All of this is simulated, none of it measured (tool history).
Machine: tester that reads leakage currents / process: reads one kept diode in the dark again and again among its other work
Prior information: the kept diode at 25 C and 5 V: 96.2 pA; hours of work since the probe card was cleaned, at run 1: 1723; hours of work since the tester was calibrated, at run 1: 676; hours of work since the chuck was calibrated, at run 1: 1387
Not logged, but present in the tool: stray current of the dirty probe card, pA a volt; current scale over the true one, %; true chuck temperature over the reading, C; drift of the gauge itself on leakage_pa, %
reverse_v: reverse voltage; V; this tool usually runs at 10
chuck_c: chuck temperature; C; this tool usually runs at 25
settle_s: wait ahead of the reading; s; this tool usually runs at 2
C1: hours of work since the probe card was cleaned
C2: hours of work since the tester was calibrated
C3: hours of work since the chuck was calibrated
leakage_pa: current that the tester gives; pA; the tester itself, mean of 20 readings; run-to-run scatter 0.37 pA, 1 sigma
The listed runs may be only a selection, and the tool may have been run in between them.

{"run": 1, "hour": 0.0, "reverse_v": 10, "chuck_c": 25, "settle_s": 2, "C1": 1723, "C2": 676, "C3": 1387, "leakage_pa": 122.76}
{"run": 2, "hour": 102.4, "reverse_v": 10, "chuck_c": 25, "settle_s": 2, "C1": 1768, "C2": 721, "C3": 1432, "leakage_pa": 122.97}
{"run": 3, "hour": 222.9, "reverse_v": 10, "chuck_c": 25, "settle_s": 2, "C1": 1820, "C2": 774, "C3": 1485, "leakage_pa": 122.76}
{"run": 4, "hour": 306.3, "reverse_v": 10, "chuck_c": 25, "settle_s": 2, "C1": 1857, "C2": 811, "C3": 1522, "leakage_pa": 123.23}
{"hour": 330.4, "done": "probe card cleaned and baked"}
{"run": 5, "hour": 415.5, "reverse_v": 10, "chuck_c": 27, "settle_s": 2, "C1": 37, "C2": 857, "C3": 1568, "leakage_pa": 147.08}
{"run": 6, "hour": 534.5, "reverse_v": 10, "chuck_c": 31, "settle_s": 2, "C1": 89, "C2": 909, "C3": 1620, "leakage_pa": 209.12}
{"run": 7, "hour": 636.4, "reverse_v": 10, "chuck_c": 25, "settle_s": 2.33, "C1": 134, "C2": 954, "C3": 1665, "leakage_pa": 122.91}
{"run": 8, "hour": 760.5, "reverse_v": 10, "chuck_c": 25, "settle_s": 2, "C1": 189, "C2": 1009, "C3": 1720, "leakage_pa": 122.79}
{"run": 9, "hour": 883.9, "reverse_v": 10, "chuck_c": 25, "settle_s": 2, "C1": 243, "C2": 1063, "C3": 1774, "leakage_pa": 122.81}
{"run": 10, "hour": 981.6, "reverse_v": 10, "chuck_c": 25, "settle_s": 2, "C1": 286, "C2": 1106, "C3": 1817, "leakage_pa": 122.72}
{"run": 11, "hour": 1099.1, "reverse_v": 10, "chuck_c": 25, "settle_s": 2, "C1": 337, "C2": 1157, "C3": 1868, "leakage_pa": 123.15}
{"run": 12, "hour": 1220.1, "reverse_v": 10, "chuck_c": 25, "settle_s": 2, "C1": 390, "C2": 1210, "C3": 1921, "leakage_pa": 122.33}
{"run": 13, "hour": 1318.3, "reverse_v": 6.1, "chuck_c": 25, "settle_s": 2, "C1": 433, "C2": 1253, "C3": 1964, "leakage_pa": 103.49}
{"run": 14, "hour": 1401.2, "reverse_v": 18.5, "chuck_c": 25, "settle_s": 0.9, "C1": 470, "C2": 1290, "C3": 2001, "leakage_pa": 154.74}
{"run": 15, "hour": 1463.4, "reverse_v": 1.5, "chuck_c": 32, "settle_s": 2, "C1": 497, "C2": 1317, "C3": 2028, "leakage_pa": 121.23}
{"run": 16, "hour": 1586.2, "reverse_v": 2.6, "chuck_c": 46, "settle_s": 2, "C1": 551, "C2": 1371, "C3": 2082, "leakage_pa": 464.58}
{"run": 17, "hour": 1640.7, "reverse_v": 2.6, "chuck_c": 46, "settle_s": 2, "C1": 575, "C2": 1395, "C3": 2106, "leakage_pa": 470.15}
{"run": 18, "hour": 1747.2, "reverse_v": 10.3, "chuck_c": 36, "settle_s": 4.82, "C1": 621, "C2": 1441, "C3": 2152, "leakage_pa": 325.3}

Run 19 comes next. What will it give?
{"hour": 1824.0, "done": "chuck's temperature calibrated"}
{"run": 19, "hour": 1824.0, "reverse_v": 2.1, "chuck_c": 25, "settle_s": 0.48, "C1": 654, "C2": 1474, "C3": 0, "leakage_pa": "?"}

Run 19 produced leakage_pa 72.93 pA.
Without the tool's hidden state the same run would have given leakage_pa 72.93 pA.
